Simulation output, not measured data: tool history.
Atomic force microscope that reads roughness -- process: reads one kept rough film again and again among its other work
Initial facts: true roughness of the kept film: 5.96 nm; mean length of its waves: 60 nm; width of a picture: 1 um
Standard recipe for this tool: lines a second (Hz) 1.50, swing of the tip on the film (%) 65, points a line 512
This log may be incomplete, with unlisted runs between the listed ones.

run   hour  lines a second (Hz)  swing of the tip on the film (%)  points a line  roughness of the kept film (nm (root mean square))
  1    0.0                 1.50                                65            512                                               5.573
  2   11.2                 1.50                                65            512                                               5.556
  3   19.1                 1.50                                65            512                                               5.551
  4   27.4                 1.50                                58            512                                               5.630
  5   37.1                 1.50                                58            512                                               5.613
  6   49.2                 1.50                                66            512                                               5.549
  7   59.2                 1.50                                66            512                                               5.547
  8   69.5                 1.06                                65            512                                               5.593
  9   81.9                 1.06                                65            512                                               5.625
 10   89.5                 2.99                                65            512                                               5.372
 11   97.2                 1.50                                65            512                                               5.565
      98.4  -- new tip fitted
 12  109.0                 0.77                                65            512                                               5.683
 13  118.1                 1.74                                63            645                                               5.574
 14  126.9                 1.50                                65            299                                               5.556
 15  133.5                 1.50                                71            732                                               5.506
 16  146.2                 2.88                                88            844                                               4.670
 17  155.3                 2.88                                88            575                                               4.682
 18  165.9                 3.01                                88            575                                               4.589
 19  177.4                 3.01                                88            575                                               4.611

Run 20 has not been measured yet. What should we expect?
 20  185.1                 2.66                                88            351                                                   ?

{"run 20": {"roughness of the kept film (nm (root mean square))": 4.71}}
If the tool had no hidden condition, the same run with the same run-to-run variation would have returned roughness of the kept film (nm (root mean square)) 4.714.
